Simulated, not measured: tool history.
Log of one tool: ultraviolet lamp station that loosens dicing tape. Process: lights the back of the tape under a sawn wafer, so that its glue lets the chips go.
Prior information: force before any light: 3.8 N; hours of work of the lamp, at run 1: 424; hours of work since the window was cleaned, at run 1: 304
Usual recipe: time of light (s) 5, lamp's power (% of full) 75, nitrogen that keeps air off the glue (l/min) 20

| run | day | time of light (s) | lamp's power (% of full) | nitrogen that keeps air off the glue (l/min) | hours of work of the lamp | hours of work since the window was cleaned | force that peels the tape off (N) | light that reached the tape (J/m2) |
|---|---|---|---|---|---|---|---|---|
| 1 | 0.000 | 5 | 75 | 20 | 424 | 304 | 0.533 | 3530 |
| 2 | 0.588 | 5 | 76 | 20 | 435 | 315 | 0.529 | 3580 |
| 3 | 1.146 | 5 | 71 | 20 | 445 | 325 | 0.583 | 3270 |
| 4 | 1.838 | 5 | 71 | 20 | 457 | 337 | 0.583 | 3360 |
|  | 2.025 | window cleaned of glue's vapour |
| 5 | 2.600 | 5 | 71 | 20 | 471 | 10 | 0.567 | 3320 |
| 6 | 3.333 | 5 | 71 | 20 | 484 | 23 | 0.594 | 3300 |
| 7 | 3.683 | 5 | 71 | 20 | 490 | 30 | 0.593 | 3330 |
| 8 | 4.279 | 5 | 75 | 8 | 501 | 40 | 0.848 | 3530 |
| 9 | 4.838 | 5 | 75 | 20 | 511 | 50 | 0.544 | 3530 |
| 10 | 5.600 | 5 | 75 | 20 | 524 | 64 | 0.569 | 3510 |
| 11 | 6.046 | 5 | 68 | 20 | 532 | 72 | 0.634 | 3170 |
| 12 | 6.462 | 5 | 75 | 20 | 540 | 79 | 0.516 | 3520 |
| 13 | 7.050 | 5 | 75 | 20 | 550 | 90 | 0.565 | 3540 |
| 14 | 7.496 | 5 | 82 | 20 | 558 | 98 | 0.448 | 3860 |
| 15 | 7.921 | 7 | 75 | 20 | 566 | 105 | 0.327 | 4960 |
| 16 | 8.562 | 5 | 75 | 20 | 577 | 117 | 0.531 | 3530 |
| 17 | 8.983 | 5 | 75 | 20 | 585 | 124 | 0.525 | 3500 |
| 18 | 9.525 | 5 | 75 | 20 | 594 | 134 | 0.563 | 3500 |
| 19 | 9.900 | 7 | 75 | 20 | 601 | 141 | 0.325 | 4850 |
| 20 | 10.304 | 7 | 75 | 20 | 608 | 148 | 0.332 | 4890 |
| 21 | 11.062 | 7 | 75 | 20 | 622 | 161 | 0.324 | 4890 |
| 22 | 11.779 | 7 | 75 | 20 | 635 | 174 | 0.325 | 4890 |
| 23 | 12.567 | 5 | 86 | 11 | 649 | 188 | 0.592 | 4010 |
| 24 | 12.950 | 6 | 92 | 14 | 655 | 195 | 0.354 | 5210 |
| 25 | 13.517 | 5 | 78 | 20 | 666 | 205 | 0.534 | 3640 |
| 26 | 13.967 | 5 | 78 | 20 | 674 | 213 | 0.494 | 3640 |
| 27 | 14.512 | 5 | 85 | 20 | 683 | 223 | 0.462 | 4030 |
| 28 | 15.146 | 9 | 61 | 11 | 695 | 234 | 0.379 | 5170 |
| 29 | 15.779 | 5 | 70 | 6 | 706 | 246 | 1.006 | 3250 |
| 30 | 16.262 | 9 | 61 | 20 | 715 | 254 | 0.311 | 5140 |
| 31 | 16.925 | 9 | 61 | 20 | 727 | 266 | 0.308 | 5110 |
| 32 | 17.338 | 9 | 61 | 20 | 734 | 274 | 0.304 | 5120 |
| 33 | 17.900 | 2 | 71 | 13 | 744 | 284 | 1.828 | 1340 |
| 34 | 18.379 | 5 | 96 | 34 | 753 | 292 | 0.304 | 4470 |
| 35 | 19.042 | 5 | 61 | 10 | 764 | 304 | 0.978 | 2790 |
| 36 | 19.621 | 5 | 61 | 10 | 775 | 314 | 0.955 | 2890 |
| 37 | 20.092 | 8 | 95 | 17 | 783 | 323 | 0.220 | 7170 |
| 38 | 20.662 | 8 | 95 | 17 | 793 | 333 | 0.227 | 7080 |
|  | 21.100 | window cleaned of glue's vapour |
| 39 | 21.142 | 3 | 80 | 9 | 801 | 1 | 1.325 | 2260 |
| 40 | 21.604 | 3 | 80 | 9 | 810 | 9 | 1.324 | 2270 |
| 41 | 22.212 | 3 | 75 | 15 | 821 | 20 | 1.238 | 2100 |
| 42 | 22.962 | 3 | 75 | 15 | 834 | 33 | 1.219 | 2140 |
| 43 | 23.358 | 2 | 83 | 7 | 841 | 40 | 1.966 | 1560 |

What differs in the tool's unlogged condition from the final listed run ahead of each entry between runs to the first listed run following it?
After run 4, before run 5: window cleaned of glue's vapour (day 2.025)
  light that the window lets through, % of a clean one's: 99.9 -> 100
After run 38, before run 39: window cleaned of glue's vapour (day 21.100)
  light that the window lets through, % of a clean one's: 99.9 -> 100
